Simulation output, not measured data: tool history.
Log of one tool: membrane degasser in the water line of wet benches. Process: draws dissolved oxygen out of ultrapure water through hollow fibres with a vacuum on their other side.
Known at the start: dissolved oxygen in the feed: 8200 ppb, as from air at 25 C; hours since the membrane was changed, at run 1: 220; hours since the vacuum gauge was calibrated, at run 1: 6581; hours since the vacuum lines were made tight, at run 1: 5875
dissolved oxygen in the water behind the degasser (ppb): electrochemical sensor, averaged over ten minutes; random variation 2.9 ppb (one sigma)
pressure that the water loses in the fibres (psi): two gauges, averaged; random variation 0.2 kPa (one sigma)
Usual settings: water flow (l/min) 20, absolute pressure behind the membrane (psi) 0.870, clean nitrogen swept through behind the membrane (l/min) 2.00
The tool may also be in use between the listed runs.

run    hour  water flow (l/min)  absolute pressure behind the membrane (psi)  clean nitrogen swept through behind the membrane (l/min)  hours since the membrane was changed  hours since the vacuum gauge was calibrated  hours since the vacuum lines were made tight  dissolved oxygen in the water behind the degasser (ppb)  pressure that the water loses in the fibres (psi)
  1     0.0                  20                                        0.870                                                      2.00                                   220                                         6581                                          5875                                                    291.8                                              6.079
  2   129.5                  20                                        0.870                                                      1.93                                   350                                         6710                                          6004                                                    298.5                                              6.070
  3   222.7                  20                                        0.870                                                      2.60                                   443                                         6803                                          6097                                                    279.2                                              6.041
  4   343.0                  20                                        0.870                                                      2.60                                   563                                         6924                                          6218                                                    280.3                                              6.105
  5   415.4                  20                                        0.870                                                      2.60                                   636                                         6996                                          6290                                                    275.2                                              6.094
  6   506.5                  20                                        0.870                                                      2.60                                   727                                         7087                                          6381                                                    275.9                                              6.047
  7   608.5                  24                                        0.870                                                      2.00                                   829                                         7189                                          6483                                                    397.8                                              7.314
  8   699.1                  24                                        0.870                                                      2.00                                   919                                         7280                                          6574                                                    406.3                                              7.272
  9   796.4                  24                                        0.870                                                      2.00                                  1017                                         7377                                          6671                                                    408.7                                              7.271
 10   883.2                  24                                        0.870                                                      2.00                                  1103                                         7464                                          6758                                                    406.0                                              7.291
 11   944.8                  24                                        0.870                                                      2.00                                  1165                                         7525                                          6819                                                    403.0                                              7.303
 12  1062.7                  24                                        0.870                                                      2.00                                  1283                                         7643                                          6937                                                    401.0                                              7.306
 13  1166.2                  24                                        0.870                                                      2.00                                  1386                                         7747                                          7041                                                    405.8                                              7.324
 14  1269.4                  24                                        0.870                                                      2.00                                  1490                                         7850                                          7144                                                    406.2                                              7.290
 15  1361.9                  24                                        1.449                                                      2.00                                  1582                                         7942                                          7236                                                    514.5                                              7.317
 16  1422.2                  20                                        0.870                                                      2.27                                  1642                                         8003                                          7297                                                    287.2                                              6.050
 17  1500.1                  20                                        0.870                                                      4.37                                  1720                                         8081                                          7375                                                    254.1                                              6.079
 18  1581.6                  20                                        0.870                                                      4.99                                  1802                                         8162                                          7456                                                    251.8                                              6.044
 19  1708.9                  20                                        1.436                                                      1.96                                  1929                                         8289                                          7584                                                    378.9                                              6.100
 20  1788.2                  20                                        1.436                                                      1.96                                  2008                                         8369                                          7663                                                    379.0                                              6.052
 21  1873.2                  14                                        1.059                                                      1.96                                  2093                                         8454                                          7748                                                    164.3                                              4.206
 22  1942.4                  14                                        1.059                                                      1.96                                  2163                                         8523                                          7817                                                    165.1                                              4.245
 23  2075.3                  14                                        1.059                                                      1.40                                  2295                                         8656                                          7950                                                    187.4                                              4.297
     2139.0  -- vacuum gauge calibrated
 24  2163.0                  14                                        1.059                                                      1.40                                  2383                                           24                                          8037                                                    192.4                                              4.216
 25  2293.9                  14                                        1.059                                                      1.40                                  2514                                          155                                          8168                                                    191.5                                              4.300
 26  2410.8                  20                                        1.321                                                      1.40                                  2630                                          272                                          8285                                                    404.7                                              6.063
 27  2514.4                  20                                        1.321                                                      1.83                                  2734                                          375                                          8389                                                    367.5                                              6.099
 28  2572.0                  29                                        0.870                                                      1.15                                  2792                                          433                                          8446                                                    606.9                                              8.781
 29  2641.6                  17                                        0.870                                                      4.04                                  2861                                          503                                          8516                                                    183.6                                              5.185
 30  2763.9                  17                                        0.737                                                      5.49                                  2984                                          625                                          8638                                                    172.1                                              5.155
 31  2883.8                  21                                        0.632                                                      1.46                                  3103                                          745                                          8758                                                    289.4                                              6.357
 32  2977.6                  26                                        2.000                                                      0.86                                  3197                                          839                                          8852                                                    970.9                                              7.928
 33  3035.7                  26                                        2.000                                                      0.86                                  3255                                          897                                          8910                                                    957.1                                              7.894

How the hidden state differs across the entries between the runs, from the last listed run before each to the first after it:
Between runs 23 and 24: vacuum gauge calibrated (hour 2139.0)
  no hidden state differs between the two runs
